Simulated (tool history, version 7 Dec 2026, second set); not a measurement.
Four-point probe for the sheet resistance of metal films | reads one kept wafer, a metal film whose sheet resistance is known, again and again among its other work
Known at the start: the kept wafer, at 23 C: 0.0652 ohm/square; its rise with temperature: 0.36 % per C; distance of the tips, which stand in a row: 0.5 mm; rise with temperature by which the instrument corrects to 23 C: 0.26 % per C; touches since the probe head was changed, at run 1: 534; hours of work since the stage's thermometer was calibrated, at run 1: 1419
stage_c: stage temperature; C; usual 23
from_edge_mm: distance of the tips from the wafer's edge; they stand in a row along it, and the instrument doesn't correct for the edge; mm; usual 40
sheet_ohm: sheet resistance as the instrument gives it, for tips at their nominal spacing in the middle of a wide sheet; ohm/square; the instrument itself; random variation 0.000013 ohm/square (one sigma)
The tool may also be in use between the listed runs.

run	hour	stage_c	from_edge_mm	touches since the probe head was changed	hours of work since the stage's thermometer was calibrated	sheet_ohm
1	0.0	23	40	534	1419	0.064776
2	73.5	23	40	3220	1467	0.064756
3	190.1	23	40	7476	1545	0.064717
4	294.8	23	40	11302	1614	0.064733
5	362.8	23	10	13785	1659	0.064770
6	474.8	23	10	17875	1733	0.064770
7	557.0	23	10	20877	1788	0.064727
# hour 571.2: stage's thermometer calibrated
8	665.6	23	6	24826	63	0.064931
9	780.6	23	6	29025	139	0.064914
10	843.7	23	6	31332	181	0.064924
11	959.5	23	6	35561	257	0.064921
12	1067.8	23	6	39517	329	0.064870
13	1133.0	23	6	41899	372	0.064857
14	1198.8	19	40	44300	416	0.064342
15	1252.9	18	10	46277	452	0.064335
16	1332.9	20	64	49199	505	0.064401
17	1405.5	20	16	51852	553	0.064402
18	1507.8	20	16	55588	621	0.064392
19	1580.7	26	19	58250	669	0.064735
20	1655.2	31	40	60970	718	0.065061
21	1752.9	19	67	64539	783	0.064253
22	1838.1	19	67	67650	840	0.064230
23	1928.6	27	22	70958	900	0.064798

4 ways to go on from here, each from the tool as it stands after run 23. What would each give?
A	2043.5	19	6	75154	976	?
B	2043.5	18	71	75154	976	?
C	2043.5	35	3	75154	976	?
D	2043.5	28	55	75154	976	?

run	sheet_ohm
A	0.064434
B	0.064134
C	0.066225
D	0.064803
Without the tool's hidden state the same runs would have given:
run	sheet_ohm
A	0.065167
B	0.064863
C	0.066974
D	0.065539
